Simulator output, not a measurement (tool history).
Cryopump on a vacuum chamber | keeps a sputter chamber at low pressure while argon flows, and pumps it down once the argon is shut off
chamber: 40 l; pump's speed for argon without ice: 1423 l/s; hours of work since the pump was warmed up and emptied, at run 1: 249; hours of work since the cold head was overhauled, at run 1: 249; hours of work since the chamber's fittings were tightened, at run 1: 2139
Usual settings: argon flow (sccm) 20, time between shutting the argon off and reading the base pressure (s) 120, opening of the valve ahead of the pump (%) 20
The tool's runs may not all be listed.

run     day  argon flow (sccm)  time between shutting the argon off and reading the base pressure (s)  opening of the valve ahead of the pump (%)  hours of work since the pump was warmed up and emptied  hours of work since the cold head was overhauled  hours of work since the chamber's fittings were tightened  pressure while argon flows (Pa)  pressure after the wait (uPa)
  1       0                 20                                                                    120                                          20                                                     249                                               249                                                       2139                           0.1196                           0.98
  2   1.362                 20                                                                    120                                          20                                                     267                                               267                                                       2157                           0.1213                           0.94
  3   2.683                 20                                                                    120                                          20                                                     284                                               284                                                       2174                           0.1201                           0.93
  4   4.846                 20                                                                    120                                          20                                                     313                                               313                                                       2202                           0.1198                           0.96
  5   6.767                 20                                                                    120                                          20                                                     338                                               338                                                       2227                           0.1212                           0.96
  6   8.896                 20                                                                    120                                          20                                                     365                                               365                                                       2255                           0.1196                           0.99
  7  10.138                 28                                                                    120                                          20                                                     381                                               381                                                       2271                           0.1683                           1.03
  8  12.179                 28                                                                    120                                          20                                                     408                                               408                                                       2298                            0.168                           0.99
  9  14.296                 28                                                                    120                                          20                                                     435                                               435                                                       2325                           0.1689                           0.97
 10  16.362                 28                                                                    120                                          20                                                     462                                               462                                                       2352                           0.1693                              1
 11  18.683                 20                                                                    120                                          23                                                     493                                               493                                                       2383                           0.1057                           1.02
 12   20.35                 20                                                                    120                                          23                                                     514                                               514                                                       2404                           0.1049                           1.02
 13  22.704                 20                                                                    120                                          20                                                     545                                               545                                                       2435                           0.1207                           1.04
 14  25.017                 20                                                                    120                                          20                                                     575                                               575                                                       2465                           0.1215                           1.03
 15  26.879                 20                                                                    286                                          20                                                     599                                               599                                                       2489                           0.1221                           0.85
 16  28.454                 20                                                                    120                                          20                                                     620                                               620                                                       2510                           0.1211                           1.04
 17  29.738                 20                                                                    120                                          20                                                     636                                               636                                                       2526                           0.1212                           1.06
 18  31.329                 20                                                                    120                                          20                                                     657                                               657                                                       2547                           0.1218                           1.08
 19  32.467                 20                                                                    120                                          20                                                     672                                               672                                                       2562                           0.1218                           1.04
 20  34.567                 20                                                                    120                                          20                                                     699                                               699                                                       2589                           0.1217                           1.08
 21  35.629                 12                                                                    292                                          20                                                     713                                               713                                                       2603                           0.0726                           0.88
 22  37.008                 36                                                                    120                                          20                                                     731                                               731                                                       2621                           0.2184                           1.07
 23  38.333                 27                                                                    122                                          20                                                     748                                               748                                                       2638                           0.1647                           1.05
 24  40.004                 27                                                                    122                                          20                                                     770                                               770                                                       2660                           0.1656                           1.02
 25  42.175                 27                                                                    120                                          47                                                     798                                               798                                                       2688                           0.0723                           1.06
 26  43.904                 20                                                                     57                                          34                                                     821                                               821                                                       2711                           0.0727                           1.43
 27    45.2                 27                                                                    120                                          43                                                     838                                               838                                                       2728                           0.0793                           1.11
 28    47.1                 27                                                                    120                                          43                                                     862                                               862                                                       2752                           0.0786                           1.12
     47.679  -- leaking fittings of the chamber tightened, without venting
 29  49.329                  9                                                                    120                                          43                                                     890                                               890                                                         22                           0.0265                           0.61
 30  50.896                  9                                                                    120                                          43                                                     911                                               911                                                         42                            0.026                           0.62
 31  52.304                  9                                                                    169                                          43                                                     929                                               929                                                         60                           0.0263                           0.52
 32  54.188                  9                                                                    169                                          43                                                     954                                               954                                                         85                            0.027                           0.49
 33  56.221                 20                                                                    120                                          36                                                     980                                               980                                                        111                           0.0696                           0.65
 34  57.325                 20                                                                    120                                          36                                                     994                                               994                                                        126                           0.0703                            0.6

Forecast each of these 4 alternatives for the next run:
  A  59.204                 24                                                                    120                                          54                                                    1019                                              1019                                                        150                                ?                              ?
  B  59.204                 21                                                                    149                                          36                                                    1019                                              1019                                                        150                                ?                              ?
  C  59.204                 15                                                                     30                                          48                                                    1019                                              1019                                                        150                                ?                              ?
  D  59.204                 38                                                                    109                                          45                                                    1019                                              1019                                                        150                                ?                              ?

run  pressure while argon flows (Pa)  pressure after the wait (uPa)
  A                           0.0582                           0.63
  B                           0.0732                           0.54
  C                           0.0394                           1.63
  D                           0.1084                           0.62
Without the tool's hidden state the same runs would have given:
run  pressure while argon flows (Pa)  pressure after the wait (uPa)
  A                           0.0533                           0.55
  B                           0.0689                           0.46
  C                           0.0364                           1.56
  D                           0.1007                           0.55
